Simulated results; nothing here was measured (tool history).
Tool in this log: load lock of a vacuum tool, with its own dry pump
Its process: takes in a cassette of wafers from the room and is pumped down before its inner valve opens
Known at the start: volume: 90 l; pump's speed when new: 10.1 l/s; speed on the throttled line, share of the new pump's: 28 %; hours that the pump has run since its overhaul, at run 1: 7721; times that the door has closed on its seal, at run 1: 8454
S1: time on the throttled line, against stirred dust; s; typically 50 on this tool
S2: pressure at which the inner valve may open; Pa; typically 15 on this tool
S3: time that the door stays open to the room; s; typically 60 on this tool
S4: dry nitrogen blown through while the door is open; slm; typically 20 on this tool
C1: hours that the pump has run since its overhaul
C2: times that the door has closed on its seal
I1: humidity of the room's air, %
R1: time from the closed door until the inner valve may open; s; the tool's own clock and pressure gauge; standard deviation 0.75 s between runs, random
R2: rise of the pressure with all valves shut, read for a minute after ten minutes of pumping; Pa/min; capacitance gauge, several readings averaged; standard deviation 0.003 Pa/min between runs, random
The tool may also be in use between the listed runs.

Run 1, day 0: usual settings; C1 7721; C2 8454; I1 46.6. Result: R1 128.6 s, R2 0.065 Pa/min.
Run 2, day 2.996: usual settings; C1 7792; C2 8602; I1 45.3. Result: R1 127 s, R2 0.063 Pa/min.
Run 3, day 6.579: usual settings; C1 7878; C2 8780; I1 47.5. Result: R1 126.6 s, R2 0.066 Pa/min.
Run 4, day 9.692: usual settings; C1 7953; C2 8933; I1 47.5. Result: R1 128.3 s, R2 0.066 Pa/min.
Run 5, day 13.146: usual settings but S3 237 s; C1 8036; C2 9104; I1 40.5. Result: R1 127 s, R2 0.074 Pa/min.
Run 6, day 15.85: usual settings but S3 237 s; C1 8101; C2 9238; I1 46.9. Result: R1 127.1 s, R2 0.082 Pa/min.
Run 7, day 20.038: usual settings but S3 237 s; C1 8201; C2 9445; I1 40.9. Result: R1 127.5 s, R2 0.072 Pa/min.
Run 8, day 23.392: usual settings but S3 101 s; C1 8282; C2 9611; I1 47. Result: R1 127.2 s, R2 0.077 Pa/min.
Run 9, day 25.346: usual settings but S3 101 s; C1 8329; C2 9708; I1 48.5. Result: R1 127.6 s, R2 0.072 Pa/min.
Run 10, day 28.108: usual settings but S3 101 s; C1 8395; C2 9844; I1 44.2. Result: R1 126.5 s, R2 0.075 Pa/min.
Run 11, day 30.842: usual settings but S3 101 s; C1 8461; C2 9979; I1 45.9. Result: R1 128.6 s, R2 0.077 Pa/min.
Run 12, day 32.742: usual settings but S3 101 s; C1 8506; C2 10073; I1 44.7. Result: R1 128.5 s, R2 0.076 Pa/min.
Run 13, day 34.629: usual settings but S3 101 s; C1 8552; C2 10167; I1 46.3. Result: R1 127.7 s, R2 0.079 Pa/min.
Run 14, day 37.196: usual settings but S1 27 s, S3 101 s; C1 8613; C2 10293; I1 46.4. Result: R1 112 s, R2 0.078 Pa/min.
Run 15, day 39.612: usual settings but S2 20 Pa; C1 8671; C2 10413; I1 44.9. Result: R1 124.4 s, R2 0.083 Pa/min.
Run 16, day 42.042: usual settings but S1 34 s, S2 11 Pa, S3 235 s, S4 26 slm; C1 8730; C2 10533; I1 44.7. Result: R1 120 s, R2 0.085 Pa/min.
Run 17, day 45.333: usual settings but S1 34 s, S2 11 Pa, S3 64 s, S4 12 slm; C1 8809; C2 10696; I1 43.4. Result: R1 120.5 s, R2 0.082 Pa/min.
Run 18, day 48.308: usual settings but S1 31 s, S2 11 Pa, S3 28 s, S4 12 slm; C1 8880; C2 10843; I1 45. Result: R1 119.1 s, R2 0.076 Pa/min.
Run 19, day 50.258: usual settings but S1 89 s, S2 12 Pa, S3 52 s, S4 6 slm; C1 8927; C2 10939; I1 44.9. Result: R1 156.9 s, R2 0.084 Pa/min.
Run 20, day 53.467: usual settings but S1 89 s, S2 12 Pa, S3 52 s, S4 6 slm; C1 9004; C2 11098; I1 43.7. Result: R1 157.7 s, R2 0.085 Pa/min.
Run 21, day 57.746: usual settings but S1 35 s, S2 18 Pa, S3 33 s, S4 6 slm; C1 9106; C2 11310; I1 43.9. Result: R1 116.2 s, R2 0.087 Pa/min.
Run 22, day 60.458: usual settings but S1 40 s, S2 26 Pa, S3 235 s; C1 9172; C2 11444; I1 46.5. Result: R1 117.9 s, R2 0.095 Pa/min.
Run 23, day 63.142: usual settings but S1 40 s, S2 26 Pa, S3 235 s; C1 9236; C2 11576; I1 48.8. Result: R1 117.4 s, R2 0.096 Pa/min.
Run 24, day 66.071: usual settings but S1 40 s, S2 26 Pa, S3 235 s; C1 9306; C2 11721; I1 46.6. Result: R1 116.3 s, R2 0.1 Pa/min.
Run 25, day 67.871: usual settings but S1 40 s, S2 26 Pa, S3 235 s; C1 9349; C2 11810; I1 42.7. Result: R1 115.1 s, R2 0.094 Pa/min.
Run 26, day 71.133: usual settings but S1 40 s, S2 16 Pa, S3 44 s; C1 9428; C2 11972; I1 46.6. Result: R1 122.8 s, R2 0.086 Pa/min.
Run 27, day 73.367: usual settings but S1 40 s, S2 16 Pa, S3 44 s; C1 9481; C2 12082; I1 45.2. Result: R1 124.3 s, R2 0.086 Pa/min.
Run 28, day 77.662: usual settings but S3 50 s, S4 8 slm; C1 9584; C2 12294; I1 41.7. Result: R1 130 s, R2 0.095 Pa/min.
Run 29, day 81.7: usual settings but S1 70 s, S2 13 Pa, S3 41 s; C1 9681; C2 12494; I1 45.8. Result: R1 145.5 s, R2 0.087 Pa/min.
Run 30, day 84.658: usual settings but S1 72 s, S2 17 Pa, S3 148 s, S4 5 slm; C1 9752; C2 12640; I1 46.8. Result: R1 141.1 s, R2 0.12 Pa/min.

What if the next run were any one of these 3? Each begins from the tool's condition after run 30:
Run A, day 88.746: usual settings but S1 72 s, S2 13 Pa, S3 148 s, S4 15 slm; C1 9850; C2 12842; I1 44.8. Result: R1 ?, R2 ?.
Run B, day 88.746: usual settings but S1 96 s, S2 17 Pa, S3 148 s, S4 7 slm; C1 9850; C2 12842; I1 45.4. Result: R1 ?, R2 ?.
Run C, day 88.746: usual settings but S3 79 s, S4 39 slm; C1 9850; C2 12842; I1 44.1. Result: R1 ?, R2 ?.

run     R1     R2
  A  146.8  0.103
  B  157.8  0.114
  C  129.4  0.093
Without the tool's hidden state the same runs would have given:
run     R1     R2
  A  132.8  0.026
  B  146.1  0.036
  C  114.5  0.015
